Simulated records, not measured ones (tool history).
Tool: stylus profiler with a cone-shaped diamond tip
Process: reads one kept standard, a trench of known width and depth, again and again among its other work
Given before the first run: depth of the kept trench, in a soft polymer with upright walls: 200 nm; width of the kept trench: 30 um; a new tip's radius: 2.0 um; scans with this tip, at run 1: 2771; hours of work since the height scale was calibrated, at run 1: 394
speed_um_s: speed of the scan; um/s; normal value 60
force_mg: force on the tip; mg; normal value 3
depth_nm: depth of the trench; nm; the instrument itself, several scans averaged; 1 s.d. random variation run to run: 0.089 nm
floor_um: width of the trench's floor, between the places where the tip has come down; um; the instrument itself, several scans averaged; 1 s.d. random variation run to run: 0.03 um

run,day,speed_um_s,force_mg,scans with this tip,hours of work since the height scale was calibrated,depth_nm,floor_um
1,0,60,3,2771,394,201.5,27.75
2,0.346,60,3,2812,400,201.81,27.7
3,0.992,120,3,2888,411,201.67,27.37
4,1.675,120,3,2968,422,201.49,27.37
5,2.333,60,2.1,3045,433,201.47,27.64
6,2.9,60,5.39,3112,443,202.19,27.77
7,3.258,60,5.39,3154,449,202.09,27.79
8,3.971,60,5.39,3238,461,202.23,27.78
9,4.362,60,3,3284,467,201.63,27.71
10,5.008,60,3,3360,478,201.63,27.65
11,5.833,186,3,3457,492,201.57,26.97
12,6.642,186,3,3552,505,201.72,26.95
13,7.033,164,3,3598,512,201.73,27.03
14,7.475,60,3,3650,519,201.76,27.64
15,7.829,60,3,3691,525,201.69,27.66
16,8.404,82,3,3759,535,201.85,27.53
17,8.85,82,3,3812,542,201.79,27.59
18,9.221,92,3,3855,549,201.73,27.46
19,9.879,92,3,3933,560,201.69,27.52
20,10.5,92,3,4005,570,201.86,27.44
21,11.05,60,3,4070,579,201.76,27.64
22,11.646,60,3,4140,589,201.75,27.64
23,12.25,60,3,4211,599,201.86,27.66
24,12.733,60,3,4268,607,201.77,27.66
25,13.388,25,6.1,4345,618,202.48,27.85
26,14.096,188,4.53,4428,630,202.16,27.11
27,14.775,194,4.38,4508,641,202.09,27.06
28,15.133,194,4.38,4550,648,202.28,27.01
29,15.75,194,4.38,4623,658,202.02,27.05
30,16.512,79,2.86,4713,671,201.92,27.51
31,16.933,57,2.34,4762,678,201.67,27.51
32,17.729,57,2.34,4856,691,201.8,27.5
33,18.162,200,7.08,4906,698,202.75,27.18
34,18.883,200,7.08,4991,710,202.81,27.12
35,19.667,201,3.51,5083,723,202.2,26.88
36,20.417,25,1.25,5171,736,201.39,27.69
37,20.95,60,4.58,5234,745,202.38,27.6
38,21.492,87,6.35,5298,754,202.75,27.57
39,21.846,87,6.35,5340,760,202.72,27.57
40,22.479,95,5.81,5414,770,202.73,27.48
41,23.271,192,6.59,5507,784,202.89,27.1
42,23.933,225,1.77,5585,795,201.67,26.22
43,24.396,229,2.45,5639,802,201.92,26.41
44,25.208,151,3.9,5735,816,202.12,27.06
45,26,61,5.03,5828,829,202.51,27.55
46,26.638,156,1.71,5903,840,201.69,26.69
47,27.067,34,4.73,5953,847,202.54,27.63

Predict each of these 3 candidate next runs independently; none follows another, all start after run 47:
A,27.825,102,2.7,6042,860,?,?
B,27.825,37,5.95,6042,860,?,?
C,27.825,60,3.29,6042,860,?,?

run,depth_nm,floor_um
A,202.03,27.26
B,202.88,27.66
C,202.08,27.5
Had the tool no hidden state, the same runs would have come out as:
run,depth_nm,floor_um
A,201.17,27.69
B,202.01,28.09
C,201.21,27.93
